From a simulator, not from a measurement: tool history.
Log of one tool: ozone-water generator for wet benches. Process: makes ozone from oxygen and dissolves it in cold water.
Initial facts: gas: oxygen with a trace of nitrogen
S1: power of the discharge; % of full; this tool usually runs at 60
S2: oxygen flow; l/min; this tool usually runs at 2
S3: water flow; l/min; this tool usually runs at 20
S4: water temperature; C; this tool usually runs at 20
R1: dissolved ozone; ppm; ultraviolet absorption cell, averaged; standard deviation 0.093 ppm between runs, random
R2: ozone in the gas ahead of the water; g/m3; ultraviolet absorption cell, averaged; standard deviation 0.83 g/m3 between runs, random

run,day,S1,S2,S3,S4,R1,R2
1,0,60,2,20,20,7.33,119.7
2,4.996,60,2,20,20,7.35,118.6
3,8.033,60,2,18,20,8.11,118.8
4,12.133,60,2,18,20,8.01,118.1
# day 14.288: contactor cleaned
5,14.442,60,2,18,20,8.14,119.6
6,18.058,60,2,18,20,7.99,117.5
7,20.621,60,2,18,20,8.04,119.1
8,23.112,60,1.43,18,20,7.48,136.1
9,28.3,60,1.43,18,20,7.15,136.6
10,32.062,60,1.43,18,20,7.11,134.3
11,35.129,60,1.43,18,20,6.99,135.7
12,37.792,60,2,20,20,7.3,117.1
13,41.125,60,2,20,20,7.16,115.3
14,44.008,60,2,20,20,7.17,115.8
15,46.642,60,2,20,20,7.11,114.9
16,51.838,51,1.55,14,20,8.35,117.7
17,53.958,51,1.15,14,15,7.81,134.2
18,56.05,57,1.15,14,19,8.09,140.7
19,60.338,60,2.31,20,20,7.31,106.8
20,65.367,60,1.53,26,21,4.88,127.3
21,67.912,60,1.9,26,21,5.2,114.3
22,72.175,60,1.64,26,20,5.04,122.7
23,74.904,60,2,32,20,4.46,110.6
24,78.192,47,3.31,15,26,7.93,80.7
25,81.683,47,3.31,15,26,8.04,79.6
26,86.821,50,2,20,20,6.25,101.7
27,89.121,50,2,20,20,6.33,99.8
28,93.5,50,2,20,20,6.15,100.5
29,97.675,53,2,24,20,5.41,102.3
30,102.3,53,2,24,20,5.37,102.4

5 ways to go on from here, each from the tool as it stands after run 30. What would each give?
A,105.858,60,2,21,20,?,?
B,105.858,40,1.13,24,23,?,?
C,105.858,81,2,26,23,?,?
D,105.858,65,1.38,20,20,?,?
E,105.858,41,2,20,20,?,?

run,R1,R2
A,6.26,109
B,3.7,116.1
C,5.77,123.8
D,6.07,131.2
E,5.69,91.5
The same runs, with their run-to-run variation unchanged, on a tool lacking any hidden condition would have given:
run,R1,R2
A,7.88,134.5
B,4.44,136.9
C,7.52,158.3
D,7.68,163.4
E,6.83,108.3

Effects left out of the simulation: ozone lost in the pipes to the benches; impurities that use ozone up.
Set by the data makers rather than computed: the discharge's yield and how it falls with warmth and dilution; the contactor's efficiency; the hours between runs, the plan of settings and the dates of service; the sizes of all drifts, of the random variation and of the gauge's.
